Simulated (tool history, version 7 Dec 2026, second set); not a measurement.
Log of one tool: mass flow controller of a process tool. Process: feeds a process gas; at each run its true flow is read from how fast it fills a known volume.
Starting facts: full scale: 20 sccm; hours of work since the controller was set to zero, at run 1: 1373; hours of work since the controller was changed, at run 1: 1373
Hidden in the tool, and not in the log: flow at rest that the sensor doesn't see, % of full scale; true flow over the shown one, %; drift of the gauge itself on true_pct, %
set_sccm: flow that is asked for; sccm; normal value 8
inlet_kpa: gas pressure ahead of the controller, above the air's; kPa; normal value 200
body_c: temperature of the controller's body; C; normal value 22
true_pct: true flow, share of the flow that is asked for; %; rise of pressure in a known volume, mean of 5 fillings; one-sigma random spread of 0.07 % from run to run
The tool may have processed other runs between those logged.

run,hour,set_sccm,inlet_kpa,body_c,hours of work since the controller was set to zero,hours of work since the controller was changed,true_pct
1,0,8,200,22,1373,1373,98.88
2,197.7,8,200,22,1476,1476,98.87
3,339.9,8,200,30,1549,1549,99.41
4,512.1,4,200,22,1638,1638,98.25
5,631.7,4,200,22,1700,1700,98.29
6,745.5,4,200,22,1759,1759,98.26
7,838.5,4,200,22,1807,1807,98.05
8,997.1,4,200,22,1889,1889,98.22
9,1119.7,5,228,22,1953,1953,98.2
10,1214.4,5,161,32,2002,2002,99.16
11,1406,4,183,27,2101,2101,98.58
12,1522.5,6,166,35,2161,2161,99.42
13,1708.4,6,166,35,2257,2257,99.42
14,1805,17,158,35,2307,2307,100.36
15,1902,8,200,26,2357,2357,98.79
16,2058.1,4,145,28,2438,2438,98.75

Here are 3 independent what-if runs from the current tool condition. What would each one return?
A,2152.1,2,187,21,2487,2487,?
B,2152.1,2,145,28,2487,2487,?
C,2152.1,8,141,32,2487,2487,?

run,true_pct
A,97.24
B,97.91
C,99.52
With no hidden state in the tool, these same runs would have given:
run,true_pct
A,98.7
B,99.37
C,100.03
